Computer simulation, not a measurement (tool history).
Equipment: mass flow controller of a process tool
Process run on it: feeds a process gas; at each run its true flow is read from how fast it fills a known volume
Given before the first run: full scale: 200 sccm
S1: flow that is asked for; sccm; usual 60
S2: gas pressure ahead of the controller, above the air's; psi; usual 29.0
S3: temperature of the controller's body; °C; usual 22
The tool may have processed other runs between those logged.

Run 1, hour 0.0: usual settings. Result: true flow (%) 94.42.
Run 2, hour 461.7: usual settings. Result: true flow (%) 94.04.
Run 3, hour 865.2: usual settings. Result: true flow (%) 94.00.
Run 4, hour 1238.8: usual settings. Result: true flow (%) 93.78.
Run 5, hour 1704.0: usual settings. Result: true flow (%) 93.48.
Run 6, hour 2143.2: usual settings. Result: true flow (%) 93.37.
Run 7, hour 2488.3: usual settings but S1 35 sccm, S2 21.5 psi. Result: true flow (%) 90.87.
Run 8, hour 2984.0: usual settings but S1 35 sccm, S2 21.5 psi. Result: true flow (%) 90.45.
Run 9, hour 3300.2: usual settings but S2 21.9 psi. Result: true flow (%) 92.48.
At hour 3416.6: controller exchanged for a calibrated one.
Run 10, hour 3649.3: usual settings but S1 25 sccm, S2 21.9 psi. Result: true flow (%) 96.52.

Estimate the outcome of run 11 from the log above:
Run 11, hour 3914.3: usual settings but S1 38 sccm, S2 23.2 psi, S3 34 °C. Result: true flow (%) ?.

{"run 11": {"true flow (%)": 96.93}}
Had the tool carried no hidden state, the very same run would have given true flow (%) 97.59.
